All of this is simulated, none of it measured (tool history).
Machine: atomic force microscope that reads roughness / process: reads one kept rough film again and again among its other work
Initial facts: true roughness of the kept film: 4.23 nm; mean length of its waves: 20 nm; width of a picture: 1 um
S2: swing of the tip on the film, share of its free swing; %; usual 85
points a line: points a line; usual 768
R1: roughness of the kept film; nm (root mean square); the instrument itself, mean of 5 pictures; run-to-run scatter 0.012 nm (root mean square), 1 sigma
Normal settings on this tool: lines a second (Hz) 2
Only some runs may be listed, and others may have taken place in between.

{"run": 1, "day": 0.0, "lines a second (Hz)": 2, "S2": 85, "points a line": 768, "R1": 2.644}
{"run": 2, "day": 2.142, "lines a second (Hz)": 2, "S2": 85, "points a line": 768, "R1": 2.537}
{"run": 3, "day": 3.071, "lines a second (Hz)": 2, "S2": 85, "points a line": 820, "R1": 2.483}
{"run": 4, "day": 4.979, "lines a second (Hz)": 2, "S2": 85, "points a line": 820, "R1": 2.36}
{"run": 5, "day": 6.754, "lines a second (Hz)": 1.66, "S2": 85, "points a line": 768, "R1": 2.352}
{"run": 6, "day": 8.275, "lines a second (Hz)": 1.66, "S2": 85, "points a line": 768, "R1": 2.286}
{"run": 7, "day": 10.158, "lines a second (Hz)": 2, "S2": 85, "points a line": 768, "R1": 2.141}
{"run": 8, "day": 11.496, "lines a second (Hz)": 2, "S2": 64, "points a line": 768, "R1": 2.344}
{"run": 9, "day": 12.583, "lines a second (Hz)": 0.85, "S2": 85, "points a line": 768, "R1": 2.256}
{"day": 13.117, "done": "new tip fitted"}
{"run": 10, "day": 13.85, "lines a second (Hz)": 0.85, "S2": 85, "points a line": 768, "R1": 2.926}
{"run": 11, "day": 15.558, "lines a second (Hz)": 0.85, "S2": 85, "points a line": 395, "R1": 2.755}
{"run": 12, "day": 17.733, "lines a second (Hz)": 0.85, "S2": 85, "points a line": 395, "R1": 2.65}
{"run": 13, "day": 19.179, "lines a second (Hz)": 0.85, "S2": 85, "points a line": 395, "R1": 2.546}
{"run": 14, "day": 21.188, "lines a second (Hz)": 0.85, "S2": 85, "points a line": 395, "R1": 2.468}
{"run": 15, "day": 22.721, "lines a second (Hz)": 2, "S2": 85, "points a line": 562, "R1": 2.183}
{"run": 16, "day": 24.333, "lines a second (Hz)": 2, "S2": 85, "points a line": 562, "R1": 2.11}
{"run": 17, "day": 25.458, "lines a second (Hz)": 2, "S2": 85, "points a line": 562, "R1": 2.064}
{"run": 18, "day": 26.638, "lines a second (Hz)": 2, "S2": 85, "points a line": 562, "R1": 2.041}
{"day": 27.379, "done": "new tip fitted"}
{"run": 19, "day": 28.783, "lines a second (Hz)": 1.01, "S2": 85, "points a line": 768, "R1": 2.877}
{"run": 20, "day": 30.65, "lines a second (Hz)": 1.01, "S2": 85, "points a line": 768, "R1": 2.79}
{"run": 21, "day": 32.05, "lines a second (Hz)": 2, "S2": 85, "points a line": 768, "R1": 2.443}
{"run": 22, "day": 33.104, "lines a second (Hz)": 0.6, "S2": 84, "points a line": 380, "R1": 2.678}
{"run": 23, "day": 35.304, "lines a second (Hz)": 2.33, "S2": 84, "points a line": 380, "R1": 2.238}
{"run": 24, "day": 37.104, "lines a second (Hz)": 0.53, "S2": 74, "points a line": 829, "R1": 2.573}
{"run": 25, "day": 39.104, "lines a second (Hz)": 0.53, "S2": 74, "points a line": 829, "R1": 2.469}
{"run": 26, "day": 40.821, "lines a second (Hz)": 0.95, "S2": 70, "points a line": 416, "R1": 2.35}
{"day": 41.804, "done": "new tip fitted"}
{"run": 27, "day": 41.812, "lines a second (Hz)": 1.24, "S2": 85, "points a line": 599, "R1": 2.907}
{"run": 28, "day": 43.767, "lines a second (Hz)": 1.24, "S2": 85, "points a line": 599, "R1": 2.777}
{"run": 29, "day": 44.808, "lines a second (Hz)": 2, "S2": 63, "points a line": 385, "R1": 2.846}
{"run": 30, "day": 46.108, "lines a second (Hz)": 2, "S2": 70, "points a line": 715, "R1": 2.746}
{"run": 31, "day": 48.083, "lines a second (Hz)": 2.49, "S2": 85, "points a line": 326, "R1": 2.247}
{"run": 32, "day": 50.254, "lines a second (Hz)": 1.74, "S2": 61, "points a line": 326, "R1": 2.541}
{"run": 33, "day": 51.871, "lines a second (Hz)": 3.44, "S2": 58, "points a line": 312, "R1": 2.415}
{"run": 34, "day": 53.088, "lines a second (Hz)": 2, "S2": 87, "points a line": 715, "R1": 2.118}
{"run": 35, "day": 55.254, "lines a second (Hz)": 2, "S2": 87, "points a line": 715, "R1": 2.023}
{"day": 56.108, "done": "new tip fitted"}
{"run": 36, "day": 57.492, "lines a second (Hz)": 2, "S2": 87, "points a line": 715, "R1": 2.628}
{"run": 37, "day": 59.6, "lines a second (Hz)": 2.69, "S2": 66, "points a line": 768, "R1": 2.754}
{"run": 38, "day": 60.638, "lines a second (Hz)": 1.07, "S2": 67, "points a line": 834, "R1": 2.831}
{"run": 39, "day": 62.846, "lines a second (Hz)": 1.41, "S2": 80, "points a line": 357, "R1": 2.502}
{"run": 40, "day": 64.571, "lines a second (Hz)": 3.77, "S2": 60, "points a line": 768, "R1": 2.478}
{"run": 41, "day": 65.567, "lines a second (Hz)": 3.77, "S2": 60, "points a line": 768, "R1": 2.443}
{"run": 42, "day": 67.458, "lines a second (Hz)": 0.61, "S2": 60, "points a line": 430, "R1": 2.512}

Consider 5 possible next runs. They are alternatives, not a sequence: every one starts from the tool as it was left by run 42. What does each give?
{"run": "A", "day": 68.875, "lines a second (Hz)": 2, "S2": 57, "points a line": 713, "R1": "?"}
{"run": "B", "day": 68.875, "lines a second (Hz)": 0.6, "S2": 85, "points a line": 768, "R1": "?"}
{"run": "C", "day": 68.875, "lines a second (Hz)": 2.74, "S2": 81, "points a line": 768, "R1": "?"}
{"run": "D", "day": 68.875, "lines a second (Hz)": 3.13, "S2": 60, "points a line": 607, "R1": "?"}
{"run": "E", "day": 68.875, "lines a second (Hz)": 1.71, "S2": 77, "points a line": 500, "R1": "?"}

run=A R1=2.386
run=B R1=2.347
run=C R1=2.03
run=D R1=2.307
run=E R1=2.24
Without the tool's unlogged condition, the same runs would have read:
run=A R1=3.133
run=B R1=3.082
run=C R1=2.667
run=D R1=3.032
run=E R1=2.94

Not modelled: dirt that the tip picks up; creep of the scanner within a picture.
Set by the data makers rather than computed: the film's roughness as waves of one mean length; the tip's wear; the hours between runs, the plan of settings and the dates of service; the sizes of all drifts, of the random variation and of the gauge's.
